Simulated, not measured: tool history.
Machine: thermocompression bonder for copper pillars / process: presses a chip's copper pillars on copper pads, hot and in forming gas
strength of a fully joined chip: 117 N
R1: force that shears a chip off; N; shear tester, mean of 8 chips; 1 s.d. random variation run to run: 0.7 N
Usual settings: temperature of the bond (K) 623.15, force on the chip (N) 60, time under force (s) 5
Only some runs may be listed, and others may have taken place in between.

Run 1, hour 0.0: usual settings. Result: R1 56.1 N.
Run 2, hour 40.8: usual settings but force on the chip (N) 52. Result: R1 51.1 N.
At hour 61.8: forming gas filter changed.
Run 3, hour 91.0: usual settings but force on the chip (N) 52. Result: R1 51.6 N.
Run 4, hour 138.5: usual settings but force on the chip (N) 52. Result: R1 51.3 N.
Run 5, hour 171.1: usual settings but force on the chip (N) 52. Result: R1 51.8 N.
Run 6, hour 229.7: usual settings but force on the chip (N) 52. Result: R1 51.1 N.
At hour 274.6: forming gas filter changed.
Run 7, hour 278.7: usual settings but force on the chip (N) 52. Result: R1 53.0 N.
Run 8, hour 344.1: usual settings but force on the chip (N) 52. Result: R1 53.0 N.
At hour 350.4: heater calibrated with a thermocouple chip.
Run 9, hour 387.2: usual settings but temperature of the bond (K) 644.15, force on the chip (N) 81, time under force (s) 12. Result: R1 100.3 N.
Run 10, hour 451.1: usual settings but temperature of the bond (K) 644.15, force on the chip (N) 81, time under force (s) 12. Result: R1 99.5 N.
At hour 487.4: forming gas filter changed.
Run 11, hour 513.8: usual settings but temperature of the bond (K) 644.15, force on the chip (N) 81, time under force (s) 12. Result: R1 103.2 N.
Run 12, hour 549.5: usual settings. Result: R1 60.5 N.
Run 13, hour 579.5: usual settings but temperature of the bond (K) 600.15, force on the chip (N) 57, time under force (s) 8. Result: R1 54.0 N.

Here are 4 independent what-if runs from the current tool condition. What would each one return?
Run A, hour 606.7: usual settings but temperature of the bond (K) 614.15, time under force (s) 8. Result: R1 ?.
Run B, hour 606.7: usual settings but temperature of the bond (K) 607.15, force on the chip (N) 64, time under force (s) 9. Result: R1 ?.
Run C, hour 606.7: usual settings but temperature of the bond (K) 610.15, force on the chip (N) 53. Result: R1 ?.
Run D, hour 606.7: usual settings but temperature of the bond (K) 642.15, force on the chip (N) 65, time under force (s) 8. Result: R1 ?.

run    R1
  A  63.8
  B  66.0
  C  47.8
  D  84.2
Take away the tool's hidden state, keep each run's random variation, and the runs would have read:
run    R1
  A  56.7
  B  58.7
  C  41.4
  D  78.5

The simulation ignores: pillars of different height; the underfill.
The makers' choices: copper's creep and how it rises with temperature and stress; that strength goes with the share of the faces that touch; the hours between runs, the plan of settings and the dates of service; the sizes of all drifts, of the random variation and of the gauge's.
